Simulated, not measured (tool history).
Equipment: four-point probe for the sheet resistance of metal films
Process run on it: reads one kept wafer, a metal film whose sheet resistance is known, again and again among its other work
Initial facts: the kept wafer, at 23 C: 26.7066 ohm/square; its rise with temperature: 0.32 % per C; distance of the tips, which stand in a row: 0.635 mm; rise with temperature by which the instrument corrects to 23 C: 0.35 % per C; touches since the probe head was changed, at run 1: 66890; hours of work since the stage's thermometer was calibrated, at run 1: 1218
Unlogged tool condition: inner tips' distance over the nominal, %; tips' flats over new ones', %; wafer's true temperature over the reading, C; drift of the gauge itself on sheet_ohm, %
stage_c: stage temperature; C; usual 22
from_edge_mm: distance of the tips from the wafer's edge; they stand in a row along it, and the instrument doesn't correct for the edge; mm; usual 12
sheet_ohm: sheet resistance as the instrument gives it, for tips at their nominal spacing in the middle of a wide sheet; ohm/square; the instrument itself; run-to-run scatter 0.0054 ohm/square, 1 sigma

run,hour,stage_c,from_edge_mm,touches since the probe head was changed,hours of work since the stage's thermometer was calibrated,sheet_ohm
1,0,22,12,66890,1218,27.05673
2,124.5,22,12,69226,1287,27.0487
3,242.8,22,12,71447,1353,27.069269
4,350.7,22,12,73473,1412,27.067186
5,429.9,22,12,74958,1456,27.071145
6,497.4,22,21,76226,1494,27.057668
7,561.4,22,21,77426,1529,27.064404
8,656,22,21,79201,1581,27.067868
# hour 666.9: stage's thermometer calibrated
9,759.3,22,12,81131,51,27.16231
10,856.5,22,12,82956,105,27.152408
11,932.6,22,7,84383,147,27.252389
# hour 939.5: new probe head fitted
12,1020.2,18,12,1515,195,26.753021
13,1082.6,18,12,2685,230,26.748638
14,1140.1,18,12,3766,261,26.76578
15,1258.5,18,12,5988,327,26.764019
16,1322.2,22,12,7183,362,26.735025
17,1374.1,22,12,8156,391,26.742951
18,1438.3,22,38,9361,426,26.713095
19,1493.1,22,12,10391,457,26.752341
20,1599.4,22,12,12386,516,26.756204
21,1708.1,22,12,14426,576,26.752141
22,1787,22,12,15907,619,26.770624
23,1855.5,22,12,17193,657,26.785154
24,1945.6,32,6,18883,707,26.813079
25,2011.1,19,4,20114,744,27.121826
26,2075.1,18,18,21314,779,26.794011
27,2181.3,18,18,23307,838,26.806248
28,2276.4,27,12,25092,890,26.770718
29,2398.2,22,3,27378,958,27.394084
30,2508.9,22,3,29457,1019,27.407788
31,2611.9,24,48,31390,1076,26.771551
32,2667.3,24,9,32429,1107,26.837656
33,2781.9,23,33,34579,1170,26.79471
34,2845.4,23,33,35771,1205,26.798871
35,2943,23,33,37603,1259,26.806244
36,3048.9,30,51,39591,1318,26.747647
37,3151.6,30,51,41518,1375,26.762302
38,3212,19,31,42653,1408,26.850702
39,3294.1,24,4,44194,1454,27.162463
40,3392.7,20,10,46044,1508,26.909981
41,3499,24,69,48040,1567,26.830435
# hour 3533.3: stage's thermometer calibrated
42,3596.1,26,18,49852,35,26.868914
43,3690.2,19,8,51618,87,27.006556
44,3781.9,33,4,53339,138,27.167546
45,3851.9,34,4,54654,176,27.166451

How would selected steps in sheet_ohm from run to run divide? Give the signed amount a tool lacking its hidden state would still show from settings, what came in and random variation, and the signed amount left for the hidden state, including any gauge scatter that is not in both of the compared results.
Run 8 -> 9: from_edge_mm 21 -> 12, stage's thermometer calibrated. sheet_ohm +0.094442 ohm/square: hidden state +0.065629, all else +0.028813.
Run 11 -> 12: stage_c 22 -> 18, from_edge_mm 7 -> 12, new probe head fitted. sheet_ohm -0.499368 ohm/square: hidden state -0.451357, all else -0.048011.
Run 28 -> 29: stage_c 27 -> 22, from_edge_mm 12 -> 3. sheet_ohm +0.623366 ohm/square: hidden state +0.009544, all else +0.613822.
Run 30 -> 31: stage_c 22 -> 24, from_edge_mm 3 -> 48. sheet_ohm -0.636237 ohm/square: hidden state +0.006307, all else -0.642544.
Run 41 -> 42: stage_c 24 -> 26, from_edge_mm 69 -> 18, stage's thermometer calibrated. sheet_ohm +0.038479 ohm/square: hidden state +0.045155, all else -0.006676.

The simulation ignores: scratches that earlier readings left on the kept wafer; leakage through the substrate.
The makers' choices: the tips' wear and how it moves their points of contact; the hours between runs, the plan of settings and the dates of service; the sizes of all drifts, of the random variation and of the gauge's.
